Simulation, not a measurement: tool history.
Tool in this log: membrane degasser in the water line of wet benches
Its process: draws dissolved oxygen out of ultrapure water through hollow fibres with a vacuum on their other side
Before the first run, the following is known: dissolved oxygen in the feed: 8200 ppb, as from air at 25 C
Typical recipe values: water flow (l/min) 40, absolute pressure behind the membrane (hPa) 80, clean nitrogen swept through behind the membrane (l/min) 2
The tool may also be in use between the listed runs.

run    hour  water flow (l/min)  absolute pressure behind the membrane (hPa)  clean nitrogen swept through behind the membrane (l/min)  dissolved oxygen in the water behind the degasser (ppb)  pressure that the water loses in the fibres (hPa)
  1       0                  40                                           80                                                         2                                                      239                                              397.7
  2   127.9                  40                                           80                                                         2                                                    242.8                                              397.9
  3   227.3                  31                                           80                                                         2                                                    182.5                                              305.5
  4   287.2                  40                                           80                                                         2                                                    241.2                                              393.3
  5   400.5                  40                                           80                                                         2                                                    236.4                                              397.3
  6   456.9                  40                                           80                                                         2                                                    239.1                                              396.1
  7   554.8                  40                                           80                                                         2                                                    240.2                                              396.2
  8     617                  40                                           80                                                         2                                                    241.1                                              397.3
  9   749.4                  40                                           80                                                         2                                                    244.6                                              401.6
 10   806.6                  40                                           80                                                         2                                                    240.1                                              398.9
 11   913.2                  40                                        132.6                                                         2                                                    468.9                                              398.5
 12   974.1                  40                                        132.6                                                         2                                                    460.2                                              399.4
 13  1094.7                  40                                        132.6                                                         2                                                    459.9                                              396.8
 14    1176                  40                                           80                                                         2                                                    243.8                                              400.4
 15  1298.9                  40                                           80                                                         2                                                    244.2                                              397.6
 16  1414.8                  40                                           80                                                      1.17                                                    371.7                                              400.7
 17  1538.8                  43                                        159.3                                                      2.13                                                    576.3                                              430.4
 18  1634.7                  62                                         57.3                                                         2                                                    290.9                                              615.8
 19  1695.5                  62                                         57.3                                                         2                                                      286                                              619.3
 20  1779.1                  37                                         85.7                                                         2                                                    246.3                                              371.5
 21  1835.5                  43                                         81.3                                                       3.4                                                    181.5                                              426.5
 22  1922.9                  25                                        154.8                                                      2.56                                                    289.4                                              248.7
 23  2025.3                  38                                        154.8                                                      2.56                                                    435.1                                              379.2
 24  2151.6                  45                                           80                                                      2.86                                                    216.1                                              454.8
 25  2213.7                  40                                         99.9                                                      2.13                                                    312.1                                              398.9
 26  2298.5                  40                                         99.9                                                      2.13                                                    316.2                                              401.4
 27  2357.1                  28                                           89                                                      3.62                                                    116.6                                              283.8
 28  2416.8                  25                                        118.6                                                      4.56                                                    121.4                                              251.6
 29  2525.5                  28                                         49.8                                                      2.13                                                     72.2                                              281.4
 30  2582.9                  28                                         49.8                                                      2.13                                                     69.5                                              278.5
 31    2701                  31                                         68.5                                                      1.46                                                    194.4                                              311.6
 32  2755.2                  44                                        163.1                                                      2.02                                                    636.9                                              442.8

What if the next run were any one of these 3? Each begins from the tool's condition after run 32:
  A  2879.2                  44                                         67.2                                                      5.63                                                        ?                                                  ?
  B  2879.2                  40                                        128.7                                                         2                                                        ?                                                  ?
  C  2879.2                  45                                           80                                                         2                                                        ?                                                  ?

run  dissolved oxygen in the water behind the degasser (ppb)  pressure that the water loses in the fibres (hPa)
  A                                                    104.6                                              439.5
  B                                                    451.7                                              403.1
  C                                                    285.6                                              449.3
Without the tool's hidden state the same runs would have given:
run  dissolved oxygen in the water behind the degasser (ppb)  pressure that the water loses in the fibres (hPa)
  A                                                     89.5                                              420.6
  B                                                    428.1                                              385.8
  C                                                    257.7                                                430
